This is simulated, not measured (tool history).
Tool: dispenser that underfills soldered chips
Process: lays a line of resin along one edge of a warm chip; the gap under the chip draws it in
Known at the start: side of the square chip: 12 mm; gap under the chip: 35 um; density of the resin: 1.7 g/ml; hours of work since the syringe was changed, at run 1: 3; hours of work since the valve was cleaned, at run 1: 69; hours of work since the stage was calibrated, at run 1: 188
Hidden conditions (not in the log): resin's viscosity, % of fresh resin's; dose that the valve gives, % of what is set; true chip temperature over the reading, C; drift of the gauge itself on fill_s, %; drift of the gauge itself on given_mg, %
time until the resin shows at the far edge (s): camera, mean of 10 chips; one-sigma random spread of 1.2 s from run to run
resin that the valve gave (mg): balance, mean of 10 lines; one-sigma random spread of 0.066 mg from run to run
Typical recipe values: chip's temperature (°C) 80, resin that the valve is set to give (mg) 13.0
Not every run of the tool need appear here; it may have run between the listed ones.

| run | day | chip's temperature (°C) | resin that the valve is set to give (mg) | hours of work since the syringe was changed | hours of work since the valve was cleaned | hours of work since the stage was calibrated | time until the resin shows at the far edge (s) | resin that the valve gave (mg) |
|---|---|---|---|---|---|---|---|---|
| 1 | 0.000 | 80 | 13.0 | 3 | 69 | 188 | 127.4 | 12.31 |
|  | 0.200 | new syringe of resin |
| 2 | 0.279 | 80 | 13.0 | 1 | 74 | 193 | 123.5 | 12.29 |
|  | 0.538 | new syringe of resin |
| 3 | 0.562 | 80 | 14.9 | 0 | 79 | 197 | 112.0 | 14.10 |
| 4 | 0.808 | 70 | 13.0 | 5 | 83 | 202 | 241.8 | 12.19 |
|  | 0.892 | new syringe of resin |
| 5 | 1.054 | 70 | 13.0 | 3 | 88 | 206 | 212.7 | 12.04 |
|  | 1.229 | new syringe of resin |
| 6 | 1.229 | 70 | 13.0 | 0 | 90 | 209 | 174.8 | 12.14 |
| 7 | 1.492 | 80 | 11.6 | 5 | 95 | 214 | 159.3 | 10.79 |
|  | 1.562 | new syringe of resin |
|  | 1.688 | dispensing valve cleaned and set on the balance |
| 8 | 1.700 | 80 | 15.4 | 2 | 0 | 217 | 119.7 | 15.57 |
| 9 | 1.892 | 80 | 15.4 | 5 | 4 | 220 | 153.0 | 15.49 |
|  | 1.958 | new syringe of resin |
| 10 | 2.146 | 80 | 13.0 | 3 | 8 | 224 | 131.2 | 12.96 |
|  | 2.300 | new syringe of resin |
| 11 | 2.404 | 80 | 13.0 | 2 | 12 | 229 | 123.7 | 12.98 |
| 12 | 2.583 | 80 | 13.0 | 5 | 16 | 232 | 154.9 | 12.88 |
|  | 2.646 | new syringe of resin |
| 13 | 2.742 | 80 | 13.0 | 2 | 18 | 235 | 121.9 | 12.82 |
| 14 | 2.875 | 88 | 13.0 | 4 | 21 | 237 | 101.2 | 12.82 |
|  | 2.996 | new syringe of resin |
| 15 | 3.104 | 88 | 13.0 | 2 | 25 | 241 | 86.8 | 12.92 |
| 16 | 3.262 | 88 | 13.0 | 5 | 28 | 244 | 104.3 | 12.81 |
|  | 3.338 | new syringe of resin |
| 17 | 3.467 | 90 | 13.0 | 2 | 31 | 247 | 80.9 | 12.64 |
|  | 3.692 | new syringe of resin |
| 18 | 3.696 | 95 | 14.7 | 0 | 35 | 251 | 56.7 | 14.42 |
| 19 | 3.842 | 95 | 14.7 | 3 | 37 | 254 | 67.5 | 14.27 |
|  | 4.038 | new syringe of resin |
| 20 | 4.125 | 95 | 14.7 | 2 | 42 | 259 | 62.5 | 14.21 |
| 21 | 4.246 | 95 | 14.7 | 4 | 45 | 261 | 72.3 | 14.22 |
|  | 4.383 | new syringe of resin |
| 22 | 4.442 | 95 | 14.7 | 1 | 48 | 264 | 60.0 | 14.13 |
| 23 | 4.608 | 95 | 14.7 | 4 | 51 | 267 | 73.0 | 14.22 |
|  | 4.733 | new syringe of resin |
| 24 | 4.808 | 83 | 13.3 | 1 | 54 | 271 | 100.4 | 12.79 |
| 25 | 5.033 | 83 | 13.3 | 5 | 58 | 275 | 134.0 | 12.72 |
|  | 5.079 | new syringe of resin |
| 26 | 5.217 | 83 | 13.3 | 2 | 61 | 278 | 109.3 | 12.77 |
| 27 | 5.350 | 91 | 14.1 | 5 | 64 | 280 | 91.2 | 13.45 |
|  | 5.433 | new syringe of resin |
| 28 | 5.525 | 91 | 14.1 | 2 | 67 | 283 | 72.6 | 13.36 |
| 29 | 5.642 | 80 | 13.4 | 4 | 69 | 285 | 138.4 | 12.71 |
|  | 5.783 | new syringe of resin |
| 30 | 5.888 | 75 | 13.9 | 2 | 73 | 289 | 151.9 | 13.15 |
|  | 6.121 | new syringe of resin |
| 31 | 6.188 | 75 | 13.9 | 1 | 78 | 295 | 144.6 | 13.19 |
| 32 | 6.396 | 82 | 13.5 | 5 | 82 | 298 | 135.9 | 12.66 |
|  | 6.458 | new syringe of resin |
| 33 | 6.675 | 82 | 13.5 | 4 | 87 | 303 | 128.9 | 12.74 |
|  | 6.800 | new syringe of resin |
| 34 | 6.808 | 94 | 13.0 | 0 | 89 | 305 | 58.4 | 12.20 |

Consider 5 possible next runs. They are alternatives, not a sequence: every one starts from the tool as it was left by run 34. What does each give?
| A | 7.071 | 82 | 11.8 | 5 | 94 | 310 | ? | ? |
| B | 7.071 | 85 | 13.6 | 5 | 94 | 310 | ? | ? |
| C | 7.071 | 92 | 11.9 | 5 | 94 | 310 | ? | ? |
| D | 7.071 | 81 | 14.9 | 5 | 94 | 310 | ? | ? |
| E | 7.071 | 87 | 13.0 | 5 | 94 | 310 | ? | ? |

| run | time until the resin shows at the far edge (s) | resin that the valve gave (mg) |
|---|---|---|
| A | 141.4 | 11.03 |
| B | 118.6 | 12.72 |
| C | 92.6 | 10.99 |
| D | 141.2 | 13.83 |
| E | 112.9 | 12.19 |
With the hidden condition removed and each run's random variation left untouched, the same runs would have given:
| run | time until the resin shows at the far edge (s) | resin that the valve gave (mg) |
|---|---|---|
| A | 104.1 | 11.84 |
| B | 88.0 | 13.66 |
| C | 67.9 | 11.80 |
| D | 105.2 | 14.84 |
| E | 83.6 | 13.08 |
